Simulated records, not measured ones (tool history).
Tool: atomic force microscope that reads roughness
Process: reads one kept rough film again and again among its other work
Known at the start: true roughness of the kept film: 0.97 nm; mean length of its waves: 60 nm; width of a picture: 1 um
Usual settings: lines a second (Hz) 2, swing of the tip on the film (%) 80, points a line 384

run,hour,lines a second (Hz),swing of the tip on the film (%),points a line,roughness of the kept film (nm (root mean square))
1,0,2,80,384,0.786
2,6.6,2,80,631,0.783
3,12.4,2,80,631,0.787
4,21.1,2,80,631,0.781
5,26.1,2,78,384,0.795
6,33.5,2,78,384,0.793
7,41,2,55,384,0.905
8,47.2,2,55,384,0.905
9,51.5,2,55,384,0.905
# hour 53.7: new tip fitted
10,59.4,2,55,384,0.915
11,68.1,2,80,500,0.79
12,73.3,2,80,500,0.789
13,78.7,2,80,384,0.791
14,86.8,2,80,384,0.789
15,93.5,2,80,384,0.791
16,99.3,2,80,384,0.789
17,107.6,2,80,384,0.791
18,114.9,2,80,384,0.788
19,122.8,2.49,80,384,0.754
20,126.6,1.4,65,687,0.897
21,131.2,2,80,809,0.787
22,138.7,0.52,88,809,0.885
23,146.6,0.52,88,809,0.884
24,154.2,2,75,387,0.819
25,162.1,2,75,387,0.823

The next listed run, before its measurement:
26,167.3,2,75,387,?

roughness of the kept film (nm (root mean square)): 0.819
Without the tool's hidden state the same run would have given roughness of the kept film (nm (root mean square)) 0.822.
